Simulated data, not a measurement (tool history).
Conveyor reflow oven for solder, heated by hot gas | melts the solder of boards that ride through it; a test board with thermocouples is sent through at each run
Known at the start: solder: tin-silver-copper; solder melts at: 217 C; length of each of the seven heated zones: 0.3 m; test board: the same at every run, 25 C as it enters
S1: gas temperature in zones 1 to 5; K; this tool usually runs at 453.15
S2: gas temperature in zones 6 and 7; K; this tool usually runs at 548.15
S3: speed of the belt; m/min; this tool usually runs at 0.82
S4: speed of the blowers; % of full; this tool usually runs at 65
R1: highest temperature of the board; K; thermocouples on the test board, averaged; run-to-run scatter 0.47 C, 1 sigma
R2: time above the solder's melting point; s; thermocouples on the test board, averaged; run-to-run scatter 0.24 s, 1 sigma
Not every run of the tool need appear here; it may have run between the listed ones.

| run | hour | S1 | S2 | S3 | S4 | R1 | R2 |
|---|---|---|---|---|---|---|---|
| 1 | 0 | 453.15 | 548.15 | 0.82 | 65 | 527.75 | 34.9 |
| 2 | 42.3 | 453.15 | 548.15 | 0.756 | 65 | 530.55 | 40 |
| 3 | 66.9 | 453.15 | 548.15 | 0.756 | 65 | 530.55 | 39.5 |
| 4 | 111.1 | 453.15 | 548.15 | 0.756 | 65 | 529.75 | 39.5 |
| 5 | 160 | 453.15 | 548.15 | 0.756 | 65 | 529.65 | 39.6 |
| 6 | 213.8 | 453.15 | 548.15 | 0.82 | 65 | 526.45 | 35 |
| 7 | 246.4 | 453.15 | 555.15 | 0.82 | 65 | 533.55 | 37.4 |
| 8 | 275.6 | 453.15 | 548.15 | 0.82 | 65 | 527.65 | 34.5 |
| 9 | 330.7 | 453.15 | 548.15 | 0.82 | 65 | 526.25 | 34.7 |
| 10 | 367.4 | 453.15 | 548.15 | 0.82 | 66 | 527.25 | 34.3 |
| 11 | 406.7 | 453.15 | 548.15 | 0.82 | 66 | 525.35 | 34.8 |
| 12 | 460.3 | 453.15 | 550.15 | 0.82 | 65 | 527.75 | 35.1 |
| 13 | 494.6 | 453.15 | 550.15 | 0.82 | 65 | 527.45 | 35 |
| 14 | 534.9 | 453.15 | 548.15 | 0.82 | 50 | 523.15 | 32.3 |
| 15 | 589.9 | 461.15 | 548.15 | 0.82 | 50 | 526.05 | 36.7 |
| 16 | 627.6 | 461.15 | 549.15 | 0.694 | 50 | 532.65 | 46.7 |
| 17 | 656.9 | 461.15 | 549.15 | 0.694 | 50 | 532.65 | 46.5 |
| 18 | 703.5 | 453.15 | 548.15 | 0.82 | 55 | 525.15 | 34.1 |
| 19 | 728.4 | 453.15 | 552.15 | 0.82 | 65 | 531.05 | 36.7 |
| 20 | 772.4 | 453.15 | 548.15 | 0.82 | 65 | 526.65 | 36.2 |
| 21 | 820.1 | 453.15 | 548.15 | 0.82 | 65 | 529.75 | 36.9 |
| 22 | 844 | 453.15 | 548.15 | 0.82 | 65 | 529.35 | 36.5 |
| 23 | 888.6 | 449.15 | 548.15 | 0.82 | 65 | 529.25 | 35.3 |
| 24 | 922.3 | 449.15 | 548.15 | 0.82 | 65 | 526.95 | 33.3 |
| 25 | 947.2 | 449.15 | 548.15 | 0.82 | 65 | 527.45 | 33.2 |
| 26 | 998.5 | 448.15 | 548.15 | 0.82 | 65 | 526.45 | 32.6 |
| 27 | 1052.4 | 453.15 | 539.15 | 0.887 | 64 | 517.25 | 26.6 |
| 28 | 1105.7 | 453.15 | 548.15 | 0.896 | 71 | 525.75 | 29.9 |
| 29 | 1145.8 | 461.15 | 548.15 | 0.763 | 65 | 531.25 | 41.1 |
| 30 | 1181.8 | 461.15 | 548.15 | 0.763 | 65 | 531.55 | 40.9 |

The log once held 4 entries between its listed runs, left out of this copy. Where does each go, and what is different about the tool's unlogged condition between the listed run before it and the listed run after it?
After run 14, before run 15: flux residue cleaned out of gas plates and filters (hour 569)
  heat that the gas passes to the board, % of a clean oven's: 90.4 -> 99.7; belt's true speed, % of the reading: 97.68 -> 97.64; true gas temperature in zones 6 and 7 over the reading, C: -1.75 -> -1.81
  the result without the hidden state subtracted from the measured one, R1: -2.9 -> -0.7 K; R2: -0.8 -> +0.7 s
After run 19, before run 20: belt drive overhauled, speed set with a stopwatch (hour 736.9)
  heat that the gas passes to the board, % of a clean oven's: 98 -> 97.5; belt's true speed, % of the reading: 97.52 -> 96.46; true gas temperature in zones 6 and 7 over the reading, C: -1.97 -> -2.02
  the result without the hidden state subtracted from the measured one, R1: -1.3 -> -1.1 K; R2: +0.5 -> +0.9 s
After run 20, before run 21: thermocouples of zones 6 and 7 changed (hour 808.3)
  heat that the gas passes to the board, % of a clean oven's: 97.5 -> 97; belt's true speed, % of the reading: 96.46 -> 96.42; true gas temperature in zones 6 and 7 over the reading, C: -2.02 -> 0.5
  the result without the hidden state subtracted from the measured one, R1: -1.1 -> +1 K; R2: +0.9 -> +1.7 s
After run 23, before run 24: belt drive overhauled, speed set with a stopwatch, once more (hour 900.8)
  heat that the gas passes to the board, % of a clean oven's: 96.2 -> 95.8; belt's true speed, % of the reading: 96.36 -> 100; true gas temperature in zones 6 and 7 over the reading, C: 0.41 -> 0.38
  the result without the hidden state subtracted from the measured one, R1: +0.8 -> -0.8 K; R2: +1.6 -> -0.5 s
